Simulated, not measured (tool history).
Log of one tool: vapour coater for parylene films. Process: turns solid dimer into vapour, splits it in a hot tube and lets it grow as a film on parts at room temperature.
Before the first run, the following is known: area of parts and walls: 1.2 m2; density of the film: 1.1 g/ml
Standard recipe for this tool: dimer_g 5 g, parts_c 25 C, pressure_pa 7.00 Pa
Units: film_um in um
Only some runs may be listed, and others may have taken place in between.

run    day  dimer_g  parts_c  pressure_pa  film_um
  1  0.000        5       25         7.00     2.31
  2  0.296        5       25         7.00     2.28
  3  0.779        5       25         7.00     2.27
  4  1.292        5       25         7.00     2.29
  5  1.783        5       25         7.00     2.25
  6  2.092        5       25         7.00     2.26
  7  2.700        5       25         7.00     2.25
  8  3.042        4       19         4.60     2.29
  9  3.479        4       19         4.60     2.30
     3.575  -- table's thermometer calibrated
 10  4.054        3       22         4.60     1.55
 11  4.562        2       29         4.60     0.88
     4.992  -- trap's valve overhauled
 12  5.212        2       24         4.60     1.09

Run 13 has not been measured yet. What should we expect?
 13  5.771        5       23         6.04        ?

Run 13 yielded film_um 2.69 um.
With no hidden state in the tool, this same run would have given film_um 2.66 um.

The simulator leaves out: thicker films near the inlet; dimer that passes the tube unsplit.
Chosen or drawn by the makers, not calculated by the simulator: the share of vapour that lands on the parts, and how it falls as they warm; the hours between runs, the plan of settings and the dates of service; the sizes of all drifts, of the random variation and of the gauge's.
